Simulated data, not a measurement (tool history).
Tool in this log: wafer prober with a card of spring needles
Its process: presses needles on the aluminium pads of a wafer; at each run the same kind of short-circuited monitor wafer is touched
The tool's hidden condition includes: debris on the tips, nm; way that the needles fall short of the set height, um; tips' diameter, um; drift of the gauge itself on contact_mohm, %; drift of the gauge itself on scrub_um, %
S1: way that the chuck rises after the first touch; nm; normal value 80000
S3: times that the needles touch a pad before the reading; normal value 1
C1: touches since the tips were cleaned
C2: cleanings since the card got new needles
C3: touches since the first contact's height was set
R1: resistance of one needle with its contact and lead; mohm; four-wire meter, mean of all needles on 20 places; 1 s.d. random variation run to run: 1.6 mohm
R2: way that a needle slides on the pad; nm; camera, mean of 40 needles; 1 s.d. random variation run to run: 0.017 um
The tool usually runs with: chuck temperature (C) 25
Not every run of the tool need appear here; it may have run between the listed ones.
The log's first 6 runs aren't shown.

-- hour=119.4 tips cleaned on abrasive film
run 7 hour=133.3 | S1=95000 chuck_temperature_(C)=25 S3=1 | C1=7148 C2=74 C3=197539 | R1=231 R2=20870
-- hour=135.6 tips cleaned on abrasive film
run 8 hour=146.2 | S1=80000 chuck_temperature_(C)=25 S3=1 | C1=5411 C2=75 C3=204113 | R1=242 R2=17530
-- hour=152.6 tips cleaned on abrasive film
-- hour=152.9 height of the first contact set anew
run 9 hour=165.3 | S1=80000 chuck_temperature_(C)=33 S3=1 | C1=6374 C2=76 C3=6374 | R1=246 R2=17720
-- hour=168.5 tips cleaned on abrasive film
-- hour=184.2 tips cleaned on abrasive film
run 10 hour=195.1 | S1=80000 chuck_temperature_(C)=33 S3=1 | C1=5597 C2=78 C3=21558 | R1=244 R2=17710
-- hour=200.1 tips cleaned on abrasive film
run 11 hour=210.3 | S1=80000 chuck_temperature_(C)=33 S3=1 | C1=5232 C2=79 C3=29336 | R1=241 R2=17720
-- hour=216.5 tips cleaned on abrasive film
run 12 hour=225.4 | S1=80000 chuck_temperature_(C)=30 S3=1 | C1=4592 C2=80 C3=37054 | R1=234 R2=17680
-- hour=232.9 tips cleaned on abrasive film
run 13 hour=246.2 | S1=80000 chuck_temperature_(C)=25 S3=1 | C1=6806 C2=81 C3=47653 | R1=252 R2=17690
-- hour=248 tips cleaned on abrasive film
run 14 hour=261.4 | S1=80000 chuck_temperature_(C)=25 S3=3 | C1=6895 C2=82 C3=55428 | R1=191 R2=17690
-- hour=263.5 tips cleaned on abrasive film
run 15 hour=274.5 | S1=80000 chuck_temperature_(C)=25 S3=3 | C1=5682 C2=83 C3=62119 | R1=189 R2=17660
-- hour=279.4 tips cleaned on abrasive film
-- hour=296.1 tips cleaned on abrasive film
run 16 hour=301.6 | S1=80000 chuck_temperature_(C)=25 S3=3 | C1=2840 C2=85 C3=75902 | R1=175 R2=17650
-- hour=312.3 tips cleaned on abrasive film
run 17 hour=324.6 | S1=73000 chuck_temperature_(C)=47 S3=3 | C1=6312 C2=86 C3=87658 | R1=198 R2=16110
-- hour=327.7 tips cleaned on abrasive film
-- hour=343.4 tips cleaned on abrasive film
run 18 hour=356 | S1=73000 chuck_temperature_(C)=47 S3=3 | C1=6507 C2=88 C3=103707 | R1=197 R2=16070
-- hour=358.7 tips cleaned on abrasive film
-- hour=374.6 tips cleaned on abrasive film
run 19 hour=381.8 | S1=80000 chuck_temperature_(C)=66 S3=3 | C1=3692 C2=90 C3=116813 | R1=187 R2=17630
-- hour=391 tips cleaned on abrasive film
run 20 hour=399.8 | S1=93000 chuck_temperature_(C)=99 S3=2 | C1=4543 C2=91 C3=126043 | R1=207 R2=20520
-- hour=407.2 tips cleaned on abrasive film
-- hour=423.8 tips cleaned on abrasive film
run 21 hour=429 | S1=93000 chuck_temperature_(C)=99 S3=2 | C1=2665 C2=93 C3=140903 | R1=198 R2=20480
-- hour=438.8 tips cleaned on abrasive film
run 22 hour=448 | S1=93000 chuck_temperature_(C)=99 S3=2 | C1=4742 C2=94 C3=150635 | R1=208 R2=20480
-- hour=454 tips cleaned on abrasive film
run 23 hour=465.1 | S1=93000 chuck_temperature_(C)=99 S3=2 | C1=5686 C2=95 C3=159347 | R1=208 R2=20450
-- hour=469.3 tips cleaned on abrasive film
-- hour=485.1 tips cleaned on abrasive film
run 24 hour=491.6 | S1=72000 chuck_temperature_(C)=55 S3=1 | C1=3344 C2=97 C3=172842 | R1=249 R2=15770
-- hour=502.3 tips cleaned on abrasive film
run 25 hour=510.5 | S1=65000 chuck_temperature_(C)=27 S3=3 | C1=4194 C2=98 C3=182515 | R1=197 R2=14190
-- hour=518.7 tips cleaned on abrasive film
run 26 hour=531.6 | S1=89000 chuck_temperature_(C)=116 S3=1 | C1=6622 C2=99 C3=193303 | R1=247 R2=19520
-- hour=534.5 tips cleaned on abrasive film
run 27 hour=545.5 | S1=83000 chuck_temperature_(C)=25 S3=2 | C1=5614 C2=100 C3=200365 | R1=210 R2=18180
-- hour=551.7 tips cleaned on abrasive film
-- hour=559.3 height of the first contact set anew
run 28 hour=560 | S1=83000 chuck_temperature_(C)=25 S3=2 | C1=4137 C2=101 C3=357 | R1=202 R2=18430
-- hour=567.4 tips cleaned on abrasive film
run 29 hour=574.1 | S1=83000 chuck_temperature_(C)=25 S3=2 | C1=3449 C2=102 C3=7526 | R1=194 R2=18410
-- hour=582.2 tips cleaned on abrasive film
-- hour=599.3 tips cleaned on abrasive film
run 30 hour=603.5 | S1=63000 chuck_temperature_(C)=25 S3=1 | C1=2160 C2=104 C3=22542 | R1=236 R2=13960
-- hour=614.5 tips cleaned on abrasive film
run 31 hour=625.8 | S1=75000 chuck_temperature_(C)=25 S3=3 | C1=5780 C2=105 C3=33914 | R1=192 R2=16600

Here are 5 independent what-if runs from the current tool condition. What would each one return?
-- hour=631 tips cleaned on abrasive film
run A hour=642.3 | S1=72000 chuck_temperature_(C)=99 S3=2 | C1=5780 C2=106 C3=42330 | R1=? R2=?
-- hour=631 tips cleaned on abrasive film
run B hour=642.3 | S1=80000 chuck_temperature_(C)=25 S3=1 | C1=5780 C2=106 C3=42330 | R1=? R2=?
-- hour=631 tips cleaned on abrasive film
run C hour=642.3 | S1=90000 chuck_temperature_(C)=25 S3=1 | C1=5780 C2=106 C3=42330 | R1=? R2=?
-- hour=631 tips cleaned on abrasive film
run D hour=642.3 | S1=80000 chuck_temperature_(C)=26 S3=1 | C1=5780 C2=106 C3=42330 | R1=? R2=?
-- hour=631 tips cleaned on abrasive film
run E hour=642.3 | S1=60000 chuck_temperature_(C)=32 S3=1 | C1=5780 C2=106 C3=42330 | R1=? R2=?

run=A R1=225 R2=15920
run=B R1=245 R2=17700
run=C R1=230 R2=19920
run=D R1=247 R2=17660
run=E R1=306 R2=13270
Without the tool's unlogged condition, the same runs would have read:
run=A R1=166 R2=15970
run=B R1=151 R2=17750
run=C R1=153 R2=19970
run=D R1=154 R2=17710
run=E R1=156 R2=13320

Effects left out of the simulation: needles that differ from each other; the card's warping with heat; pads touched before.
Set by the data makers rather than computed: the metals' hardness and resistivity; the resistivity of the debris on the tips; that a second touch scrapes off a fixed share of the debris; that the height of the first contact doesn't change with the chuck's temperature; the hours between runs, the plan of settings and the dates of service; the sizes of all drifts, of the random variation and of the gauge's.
